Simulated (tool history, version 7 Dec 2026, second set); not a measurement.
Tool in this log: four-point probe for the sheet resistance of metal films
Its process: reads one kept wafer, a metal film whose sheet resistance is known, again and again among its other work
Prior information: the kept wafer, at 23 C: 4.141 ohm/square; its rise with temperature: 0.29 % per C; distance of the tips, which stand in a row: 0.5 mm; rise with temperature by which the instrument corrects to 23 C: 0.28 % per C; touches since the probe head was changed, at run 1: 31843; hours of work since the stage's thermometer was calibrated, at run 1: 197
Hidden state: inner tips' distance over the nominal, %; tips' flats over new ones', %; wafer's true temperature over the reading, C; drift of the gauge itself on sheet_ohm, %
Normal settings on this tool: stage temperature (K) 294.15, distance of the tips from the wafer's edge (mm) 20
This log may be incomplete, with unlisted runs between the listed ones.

run     day  stage temperature (K)  distance of the tips from the wafer's edge (mm)  touches since the probe head was changed  hours of work since the stage's thermometer was calibrated  sheet resistance as the instrument gives it (ohm/square)
  1       0                 294.15                                               20                                     31843                                                         197                                                  4.112883
  2   0.508                 294.15                                               59                                     32599                                                         205                                                   4.11076
  3   1.408                 294.15                                               59                                     33940                                                         220                                                  4.111682
  4   2.075                 299.15                                               20                                     34927                                                         231                                                  4.114382
  5   3.125                 299.15                                               20                                     36494                                                         249                                                  4.112003
  6   3.946                 298.15                                               20                                     37715                                                         263                                                  4.112117
  7   4.542                 298.15                                               20                                     38598                                                         273                                                  4.111429
  8   5.158                 298.15                                               20                                     39517                                                         283                                                  4.111451
  9   6.292                 294.15                                               20                                     41206                                                         302                                                  4.110969
 10   7.408                 305.15                                               20                                     42865                                                         321                                                  4.112656
 11   8.121                 302.15                                               20                                     43929                                                         333                                                  4.112223
 12   9.317                 294.15                                               20                                     45703                                                         353                                                  4.110246
 13  10.162                 294.15                                               20                                     46966                                                         367                                                  4.110221
 14  11.179                 294.15                                                4                                     48476                                                         384                                                  4.143521
     11.275  -- stage's thermometer calibrated
 15  11.812                 294.15                                                4                                     49391                                                           9                                                  4.141854
 16  12.704                 294.15                                               20                                     50714                                                          24                                                  4.108755
 17  13.433                 294.15                                               20                                     51800                                                          36                                                  4.109964
 18   14.55                 294.15                                               12                                     53463                                                          55                                                  4.110767
 19   15.25                 294.15                                               12                                     54503                                                          67                                                  4.111311
 20  16.158                 294.15                                               12                                     55855                                                          82                                                  4.109806
 21  17.138                 294.15                                               20                                     57310                                                          98                                                  4.109504
 22  18.354                 306.15                                               25                                     59125                                                         119                                                  4.109163
     18.621  -- stage's thermometer calibrated, once more
 23  19.138                 308.15                                                8                                     60258                                                           9                                                  4.112144
 24  19.996                 296.15                                               14                                     61532                                                          23                                                  4.106613
 25  21.058                 296.15                                               14                                     63113                                                          41                                                  4.107312
 26  22.062                 302.15                                               56                                     64610                                                          58                                                  4.104566
 27  22.692                 300.15                                                6                                     65548                                                          68                                                  4.116858
 28  23.646                 296.15                                               24                                     66964                                                          84                                                  4.103103
 29  24.838                 303.15                                               54                                     68738                                                         104                                                  4.102574
 30  25.404                 292.15                                                6                                     69580                                                         114                                                  4.116832
 31  26.008                 297.15                                                9                                     70480                                                         124                                                  4.106486
 32  27.221                 297.15                                                9                                     72286                                                         144                                                  4.108246
 33  28.229                 297.15                                                9                                     73785                                                         161                                                  4.107831
 34  29.417                 294.15                                               35                                     75551                                                         181                                                  4.100897
 35  30.392                 294.15                                                7                                     77007                                                         197                                                  4.111052
 36  31.567                 294.15                                               17                                     78750                                                         217                                                  4.102015
 37  32.454                 294.15                                               17                                     80073                                                         232                                                  4.100578
 38  33.442                 294.15                                               23                                     81544                                                         248                                                   4.10043
 39  34.554                 301.15                                               12                                     83199                                                         267                                                  4.104215
 40  35.704                 302.15                                               11                                     84910                                                         286                                                   4.10591
 41  36.354                 305.15                                                5                                     85875                                                         297                                                  4.123173
 42   37.45                 298.15                                                9                                     87507                                                         315                                                  4.104929

Each row is a separate what-if for the run after 42, all from the same tool condition, not one after another. Results?
  A  38.383                 303.15                                                3                                     88894                                                         331                                                         ?
  B  38.383                 294.15                                               18                                     88894                                                         331                                                         ?
  C  38.383                 293.15                                               32                                     88894                                                         331                                                         ?
  D  38.383                 293.15                                               25                                     88894                                                         331                                                         ?
  E  38.383                 298.15                                               20                                     88894                                                         331                                                         ?

run  sheet resistance as the instrument gives it (ohm/square)
  A                                                  4.160263
  B                                                  4.099289
  C                                                  4.097911
  D                                                  4.098795
  E                                                  4.099151
Without the tool's unlogged condition, the same runs would have read:
run  sheet resistance as the instrument gives it (ohm/square)
  A                                                   4.20374
  B                                                  4.142126
  C                                                  4.140729
  D                                                  4.141621
  E                                                   4.14201
